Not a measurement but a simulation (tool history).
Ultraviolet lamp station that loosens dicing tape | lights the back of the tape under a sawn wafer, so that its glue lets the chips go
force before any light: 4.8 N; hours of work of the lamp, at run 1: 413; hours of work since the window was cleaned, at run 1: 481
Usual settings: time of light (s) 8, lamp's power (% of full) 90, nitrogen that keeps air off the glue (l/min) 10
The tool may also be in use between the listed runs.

run,hour,time of light (s),lamp's power (% of full),nitrogen that keeps air off the glue (l/min),hours of work of the lamp,hours of work since the window was cleaned,force that peels the tape off (N),light that reached the tape (mJ/cm²)
1,0.0,8,90,10,413,481,0.443,263
2,30.1,8,90,10,436,504,0.441,261
# hour 45.0: window cleaned of glue's vapour
3,71.4,8,90,10,468,20,0.446,258
4,100.2,8,90,10,490,42,0.441,257
5,129.3,8,90,10,512,65,0.448,253
6,174.4,8,90,10,547,99,0.436,255
7,245.0,14,90,10,601,154,0.203,455
8,290.7,5,62,7,636,189,1.623,109

The next listed run, before its measurement:
9,357.5,10,73,10,688,240,?,?

Run 9 gave force that peels the tape off (N) 0.446, light that reached the tape (mJ/cm²) 262.
Without the tool's hidden state the same run would have given force that peels the tape off (N) 0.445, light that reached the tape (mJ/cm²) 263.
